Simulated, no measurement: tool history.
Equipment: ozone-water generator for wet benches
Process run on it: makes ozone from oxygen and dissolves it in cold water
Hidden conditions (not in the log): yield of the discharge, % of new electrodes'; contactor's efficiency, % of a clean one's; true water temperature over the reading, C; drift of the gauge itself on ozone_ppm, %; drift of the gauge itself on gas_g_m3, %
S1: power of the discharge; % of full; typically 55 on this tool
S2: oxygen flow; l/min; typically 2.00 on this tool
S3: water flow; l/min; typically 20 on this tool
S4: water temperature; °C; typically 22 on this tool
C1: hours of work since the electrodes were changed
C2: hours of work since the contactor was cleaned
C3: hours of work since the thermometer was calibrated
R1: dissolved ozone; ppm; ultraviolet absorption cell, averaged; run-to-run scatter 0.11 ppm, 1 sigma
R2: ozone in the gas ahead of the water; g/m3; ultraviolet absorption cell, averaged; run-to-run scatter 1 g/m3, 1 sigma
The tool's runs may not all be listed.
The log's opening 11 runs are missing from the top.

| run | hour | S1 | S2 | S3 | S4 | C1 | C2 | C3 | R1 | R2 |
|---|---|---|---|---|---|---|---|---|---|---|
| 12 | 528.9 | 86 | 2.00 | 30 | 22 | 471 | 3440 | 2209 | 7.0 | 227.9 |
| 13 | 571.1 | 55 | 2.00 | 23 | 22 | 498 | 3466 | 2236 | 7.0 | 175.0 |
| 14 | 635.4 | 55 | 2.00 | 23 | 22 | 538 | 3507 | 2276 | 7.2 | 174.5 |
| 15 | 692.0 | 55 | 2.00 | 23 | 22 | 574 | 3543 | 2312 | 7.0 | 172.7 |
| 16 | 750.9 | 55 | 2.00 | 23 | 22 | 611 | 3580 | 2349 | 6.9 | 174.0 |
| 17 | 778.5 | 55 | 2.00 | 29 | 22 | 628 | 3597 | 2367 | 5.3 | 174.1 |
| 18 | 818.6 | 78 | 2.00 | 17 | 30 | 653 | 3622 | 2392 | 10.7 | 215.5 |
| 19 | 855.2 | 78 | 2.00 | 23 | 30 | 676 | 3645 | 2415 | 7.9 | 214.5 |
| 20 | 886.9 | 78 | 2.00 | 23 | 30 | 696 | 3665 | 2435 | 8.1 | 213.3 |
| 21 | 919.1 | 66 | 1.27 | 31 | 25 | 717 | 3685 | 2455 | 5.2 | 266.9 |
| 22 | 970.5 | 66 | 1.27 | 31 | 25 | 749 | 3718 | 2487 | 4.9 | 265.1 |
| 23 | 1016.3 | 55 | 1.81 | 20 | 20 | 778 | 3747 | 2516 | 8.1 | 187.5 |
| 24 | 1051.7 | 55 | 2.65 | 20 | 22 | 800 | 3769 | 2538 | 8.0 | 142.5 |
| 25 | 1080.2 | 91 | 2.00 | 20 | 28 | 818 | 3787 | 2556 | 10.0 | 235.0 |
| 26 | 1144.2 | 91 | 2.00 | 20 | 28 | 858 | 3827 | 2597 | 10.2 | 234.7 |
|  | 1210.3 | contactor cleaned |
| 27 | 1212.8 | 55 | 2.00 | 14 | 22 | 899 | 2 | 2637 | 11.5 | 173.8 |
| 28 | 1239.8 | 55 | 2.73 | 20 | 22 | 916 | 19 | 2654 | 8.1 | 139.7 |
| 29 | 1277.3 | 43 | 2.00 | 20 | 22 | 940 | 42 | 2678 | 7.2 | 152.4 |
| 30 | 1330.0 | 97 | 2.28 | 27 | 15 | 973 | 75 | 2711 | 9.1 | 220.2 |
| 31 | 1357.8 | 97 | 2.28 | 27 | 15 | 990 | 93 | 2729 | 8.9 | 219.9 |
| 32 | 1411.4 | 97 | 2.28 | 27 | 15 | 1024 | 126 | 2762 | 9.1 | 219.1 |

Forecast each of these 5 alternatives for the next run:
| A | 1468.1 | 55 | 1.28 | 12 | 18 | 1060 | 162 | 2798 | ? | ? |
| B | 1468.1 | 97 | 1.15 | 30 | 15 | 1060 | 162 | 2798 | ? | ? |
| C | 1468.1 | 42 | 2.00 | 20 | 22 | 1060 | 162 | 2798 | ? | ? |
| D | 1468.1 | 52 | 2.72 | 18 | 22 | 1060 | 162 | 2798 | ? | ? |
| E | 1468.1 | 55 | 1.11 | 20 | 22 | 1060 | 162 | 2798 | ? | ? |

| run | R1 | R2 |
|---|---|---|
| A | 13.3 | 234.7 |
| B | 7.0 | 353.2 |
| C | 7.0 | 150.1 |
| D | 8.6 | 135.9 |
| E | 7.6 | 258.2 |
Had the tool no hidden state, the same runs would have come out as:
| run | R1 | R2 |
|---|---|---|
| A | 13.5 | 237.6 |
| B | 7.2 | 359.1 |
| C | 7.1 | 151.6 |
| D | 8.7 | 137.5 |
| E | 7.7 | 261.3 |
